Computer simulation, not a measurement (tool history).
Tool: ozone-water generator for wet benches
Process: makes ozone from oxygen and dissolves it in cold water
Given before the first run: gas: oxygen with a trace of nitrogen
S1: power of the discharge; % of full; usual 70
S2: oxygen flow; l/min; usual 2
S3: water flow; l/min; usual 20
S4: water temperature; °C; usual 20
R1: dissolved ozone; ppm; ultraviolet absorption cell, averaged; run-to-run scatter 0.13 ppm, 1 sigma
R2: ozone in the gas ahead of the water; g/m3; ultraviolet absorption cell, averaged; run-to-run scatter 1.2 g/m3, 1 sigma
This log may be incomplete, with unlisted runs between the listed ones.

run	hour	S1	S2	S3	S4	R1	R2
1	0	70	2	20	20	12.2	193
2	85.1	70	2	20	20	12.3	193.9
3	130.8	70	2	20	20	12.3	190.9
4	176.8	70	2	20	12	12.9	192.6
5	221.9	70	2	20	12	12.8	192.2
6	278.7	70	2	20	12	12.8	190.7
7	344.3	70	2	20	21	11.8	192
8	430.1	49	2	20	21	9.1	145.3
9	487.1	49	2	20	21	9.1	147.5
10	525.6	56	1.76	20	20	9.6	169.3
11	568.9	56	1.76	20	20	9.7	170.8
12	640	51	1.76	26	17	7.1	158
# hour 651.9: contactor cleaned
13	692	51	1.76	26	17	7	157.9
14	782.5	51	1.76	26	17	7.4	156.2
15	848.4	51	1.76	15	17	11.8	156.1
16	886.6	51	1.74	15	17	11.8	158.5
17	938.1	51	1.74	14	17	12.5	158.3

Consider 4 possible next runs. They are alternatives, not a sequence: every one starts from the tool as it was left by run 17. What does each give?
# hour 948: contactor cleaned, once more
A	993.3	70	2	16	20	?	?
# hour 948: contactor cleaned, once more
B	993.3	85	2	23	13	?	?
# hour 948: contactor cleaned, once more
C	993.3	89	1.74	30	23	?	?
# hour 948: contactor cleaned, once more
D	993.3	44	2.93	16	17	?	?

run	R1	R2
A	14.6	189
B	12.8	218.4
C	9	236.5
D	12	114.8
The same runs, with their run-to-run variation unchanged, on a tool lacking any hidden condition would have given:
run	R1	R2
A	16.2	208
B	14.3	243.9
C	10.1	265
D	12.8	122.2
